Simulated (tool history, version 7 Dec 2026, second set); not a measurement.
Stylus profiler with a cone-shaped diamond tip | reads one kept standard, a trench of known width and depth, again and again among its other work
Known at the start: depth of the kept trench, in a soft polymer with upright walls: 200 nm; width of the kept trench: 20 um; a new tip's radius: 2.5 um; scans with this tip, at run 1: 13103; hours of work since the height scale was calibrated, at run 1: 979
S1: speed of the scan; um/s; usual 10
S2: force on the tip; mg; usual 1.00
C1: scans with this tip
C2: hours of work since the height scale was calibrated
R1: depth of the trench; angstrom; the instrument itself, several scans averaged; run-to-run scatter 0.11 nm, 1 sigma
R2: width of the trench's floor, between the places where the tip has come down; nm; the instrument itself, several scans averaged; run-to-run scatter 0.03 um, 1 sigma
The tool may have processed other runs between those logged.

run    hour  S1    S2     C1    C2      R1     R2
  1     0.0  10  1.00  13103   979  2007.4  17410
  2    82.6  10  1.00  13832  1033  2007.3  17400
  3   147.2  34  1.00  14402  1076  2006.0  17130
  4   231.1  34  1.00  15142  1131  2005.7  17100
  5   276.9   4  1.00  15547  1161  2009.4  17350
  6   339.6   4  1.00  16100  1203  2005.8  17350
  7   401.3   4  1.00  16644  1243  2003.3  17320
  8   450.3  10  2.23  17077  1276  2015.7  17280
  9   520.9  10  2.27  17699  1322  2018.9  17220
      576.9  -- height scale calibrated on a step standard
 10   590.4  10  0.91  18309     9  2014.5  17190
 11   672.1  10  0.91  19030    63  2014.6  17120
 12   722.9  22  1.00  19478    96  2017.2  17000
 13   784.4   6  1.16  20021   137  2017.0  17160
 14   818.6   6  1.16  20322   159  2019.2  17110
 15   895.1  24  0.63  20998   210  2011.8  16960
 16   962.7   6  0.40  21594   254  2008.7  17050
 17  1014.2   2  1.85  22049   288  2022.3  17160
 18  1085.4   3  1.00  22677   335  2013.5  17140
 19  1130.5   4  1.24  23075   365  2017.6  17060
 20  1191.3   8  0.38  23611   405  2006.0  17050
 21  1246.3  19  0.78  24097   441  2011.6  16900
 22  1295.4  16  1.34  24530   474  2015.5  16950
 23  1347.6   4  0.37  24991   508  2007.2  16980

Below are 4 alternative next runs, each starting from the tool's condition after run 23. Predict each:
  A  1411.4  22  1.80  25554  550   ?   ?
  B  1411.4   6  0.57  25554  550   ?   ?
  C  1411.4   4  2.13  25554  550   ?   ?
  D  1411.4  10  1.58  25554  550   ?   ?

run      R1     R2
  A  2021.5  16890
  B  2007.0  16970
  C  2023.1  17010
  D  2016.6  16960
With the hidden condition removed and each run's random variation left untouched, the same runs would have given:
run      R1     R2
  A  2025.3  17900
  B  2010.8  17980
  C  2027.0  18020
  D  2020.5  17970
